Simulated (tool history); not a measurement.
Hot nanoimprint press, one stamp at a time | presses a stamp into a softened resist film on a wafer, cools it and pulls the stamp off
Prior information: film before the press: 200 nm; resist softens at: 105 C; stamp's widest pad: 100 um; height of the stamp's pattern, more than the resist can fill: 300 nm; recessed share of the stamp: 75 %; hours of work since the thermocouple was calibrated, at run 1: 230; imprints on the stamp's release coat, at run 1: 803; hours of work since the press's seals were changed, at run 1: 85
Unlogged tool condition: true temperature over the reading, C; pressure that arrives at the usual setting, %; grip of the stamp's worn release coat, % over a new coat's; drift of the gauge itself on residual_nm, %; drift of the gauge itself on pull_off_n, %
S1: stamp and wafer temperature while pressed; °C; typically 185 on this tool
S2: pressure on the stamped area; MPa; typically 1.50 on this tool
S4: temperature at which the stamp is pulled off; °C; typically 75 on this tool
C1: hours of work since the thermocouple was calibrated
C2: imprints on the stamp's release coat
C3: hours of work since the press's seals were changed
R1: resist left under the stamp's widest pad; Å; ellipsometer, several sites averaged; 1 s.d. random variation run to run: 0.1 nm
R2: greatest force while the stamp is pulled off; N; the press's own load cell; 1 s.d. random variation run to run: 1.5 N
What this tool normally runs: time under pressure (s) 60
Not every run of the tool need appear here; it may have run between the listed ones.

{"run": 1, "hour": 0.0, "S1": 185, "S2": 1.5, "time under pressure (s)": 60, "S4": 75, "C1": 230, "C2": 803, "C3": 85, "R1": 878.6, "R2": 172}
{"run": 2, "hour": 25.3, "S1": 185, "S2": 2.32, "time under pressure (s)": 60, "S4": 75, "C1": 248, "C2": 908, "C3": 102, "R1": 720.3, "R2": 169}
{"hour": 45.9, "done": "plate thermocouple calibrated"}
{"hour": 51.9, "done": "stamp cleaned and given a new release coat"}
{"run": 3, "hour": 66.9, "S1": 185, "S2": 2.32, "time under pressure (s)": 60, "S4": 75, "C1": 10, "C2": 62, "C3": 124, "R1": 719.5, "R2": 168}
{"run": 4, "hour": 96.5, "S1": 185, "S2": 1.5, "time under pressure (s)": 60, "S4": 80, "C1": 30, "C2": 185, "C3": 145, "R1": 880.1, "R2": 159}
{"run": 5, "hour": 116.7, "S1": 195, "S2": 1.5, "time under pressure (s)": 60, "S4": 80, "C1": 44, "C2": 269, "C3": 158, "R1": 560.3, "R2": 158}
{"run": 6, "hour": 164.0, "S1": 195, "S2": 1.5, "time under pressure (s)": 41, "S4": 80, "C1": 76, "C2": 466, "C3": 190, "R1": 660.2, "R2": 159}
{"run": 7, "hour": 200.5, "S1": 195, "S2": 1.5, "time under pressure (s)": 41, "S4": 80, "C1": 101, "C2": 617, "C3": 215, "R1": 661.7, "R2": 161}
{"run": 8, "hour": 247.9, "S1": 185, "S2": 1.5, "time under pressure (s)": 64, "S4": 75, "C1": 133, "C2": 814, "C3": 247, "R1": 859.8, "R2": 167}
{"run": 9, "hour": 269.3, "S1": 185, "S2": 1.5, "time under pressure (s)": 60, "S4": 65, "C1": 147, "C2": 903, "C3": 262, "R1": 883.3, "R2": 181}
{"hour": 294.9, "done": "stamp cleaned and given a new release coat"}
{"run": 10, "hour": 322.9, "S1": 185, "S2": 1.5, "time under pressure (s)": 60, "S4": 65, "C1": 180, "C2": 117, "C3": 294, "R1": 883.9, "R2": 183}
{"run": 11, "hour": 352.2, "S1": 185, "S2": 1.5, "time under pressure (s)": 60, "S4": 65, "C1": 200, "C2": 238, "C3": 314, "R1": 882.2, "R2": 180}
{"run": 12, "hour": 402.3, "S1": 185, "S2": 1.5, "time under pressure (s)": 60, "S4": 65, "C1": 234, "C2": 446, "C3": 348, "R1": 884.2, "R2": 183}
{"run": 13, "hour": 428.3, "S1": 185, "S2": 1.5, "time under pressure (s)": 60, "S4": 65, "C1": 251, "C2": 554, "C3": 366, "R1": 885.0, "R2": 181}
{"hour": 443.9, "done": "plate thermocouple calibrated"}
{"run": 14, "hour": 475.1, "S1": 185, "S2": 1.5, "time under pressure (s)": 60, "S4": 72, "C1": 21, "C2": 737, "C3": 395, "R1": 884.6, "R2": 171}
{"run": 15, "hour": 497.5, "S1": 185, "S2": 1.5, "time under pressure (s)": 60, "S4": 63, "C1": 36, "C2": 830, "C3": 411, "R1": 885.7, "R2": 187}
{"run": 16, "hour": 520.4, "S1": 185, "S2": 1.5, "time under pressure (s)": 60, "S4": 63, "C1": 52, "C2": 925, "C3": 426, "R1": 885.5, "R2": 189}
{"hour": 541.6, "done": "stamp cleaned and given a new release coat"}
{"run": 17, "hour": 556.5, "S1": 185, "S2": 1.91, "time under pressure (s)": 60, "S4": 82, "C1": 72, "C2": 62, "C3": 446, "R1": 795.8, "R2": 156}
{"run": 18, "hour": 580.8, "S1": 185, "S2": 1.91, "time under pressure (s)": 60, "S4": 82, "C1": 89, "C2": 162, "C3": 463, "R1": 796.4, "R2": 159}
{"run": 19, "hour": 601.6, "S1": 195, "S2": 1.55, "time under pressure (s)": 60, "S4": 61, "C1": 103, "C2": 249, "C3": 477, "R1": 554.6, "R2": 187}
{"run": 20, "hour": 648.2, "S1": 193, "S2": 0.97, "time under pressure (s)": 60, "S4": 61, "C1": 135, "C2": 442, "C3": 509, "R1": 762.0, "R2": 187}
{"run": 21, "hour": 698.0, "S1": 193, "S2": 0.97, "time under pressure (s)": 60, "S4": 61, "C1": 168, "C2": 649, "C3": 543, "R1": 763.2, "R2": 189}
{"run": 22, "hour": 731.9, "S1": 177, "S2": 1.61, "time under pressure (s)": 60, "S4": 61, "C1": 191, "C2": 790, "C3": 566, "R1": 1218.4, "R2": 186}
{"hour": 738.4, "done": "gauge calibrated"}
{"run": 23, "hour": 776.1, "S1": 173, "S2": 1.36, "time under pressure (s)": 72, "S4": 73, "C1": 221, "C2": 974, "C3": 596, "R1": 1395.9, "R2": 170}
{"hour": 785.5, "done": "stamp cleaned and given a new release coat"}
{"run": 24, "hour": 803.5, "S1": 185, "S2": 1.5, "time under pressure (s)": 34, "S4": 68, "C1": 236, "C2": 75, "C3": 610, "R1": 1083.4, "R2": 179}
{"hour": 839.8, "done": "plate thermocouple calibrated"}
{"run": 25, "hour": 839.8, "S1": 185, "S2": 1.5, "time under pressure (s)": 34, "S4": 68, "C1": 0, "C2": 213, "C3": 633, "R1": 1083.8, "R2": 177}
{"run": 26, "hour": 882.8, "S1": 177, "S2": 1.5, "time under pressure (s)": 69, "S4": 62, "C1": 29, "C2": 392, "C3": 662, "R1": 1181.2, "R2": 188}
{"run": 27, "hour": 927.5, "S1": 185, "S2": 1.5, "time under pressure (s)": 69, "S4": 75, "C1": 60, "C2": 577, "C3": 692, "R1": 834.1, "R2": 168}
{"run": 28, "hour": 971.1, "S1": 185, "S2": 1.5, "time under pressure (s)": 47, "S4": 75, "C1": 89, "C2": 758, "C3": 722, "R1": 967.7, "R2": 167}
{"run": 29, "hour": 997.6, "S1": 185, "S2": 1.5, "time under pressure (s)": 47, "S4": 75, "C1": 107, "C2": 868, "C3": 740, "R1": 968.7, "R2": 171}

Below are 3 alternative next runs, each starting from the tool's condition after run 29. Predict each:
{"run": "A", "hour": 1018.7, "S1": 185, "S2": 1.5, "time under pressure (s)": 55, "S4": 77, "C1": 121, "C2": 956, "C3": 754, "R1": "?", "R2": "?"}
{"run": "B", "hour": 1018.7, "S1": 185, "S2": 1.5, "time under pressure (s)": 101, "S4": 67, "C1": 121, "C2": 956, "C3": 754, "R1": "?", "R2": "?"}
{"run": "C", "hour": 1018.7, "S1": 185, "S2": 2.23, "time under pressure (s)": 60, "S4": 75, "C1": 121, "C2": 956, "C3": 754, "R1": "?", "R2": "?"}

run=A R1=913.7 R2=165
run=B R1=715.6 R2=180
run=C R1=736.9 R2=168
Without the tool's hidden state the same runs would have given:
run=A R1=909.1 R2=165
run=B R1=712.0 R2=180
run=C R1=733.0 R2=167

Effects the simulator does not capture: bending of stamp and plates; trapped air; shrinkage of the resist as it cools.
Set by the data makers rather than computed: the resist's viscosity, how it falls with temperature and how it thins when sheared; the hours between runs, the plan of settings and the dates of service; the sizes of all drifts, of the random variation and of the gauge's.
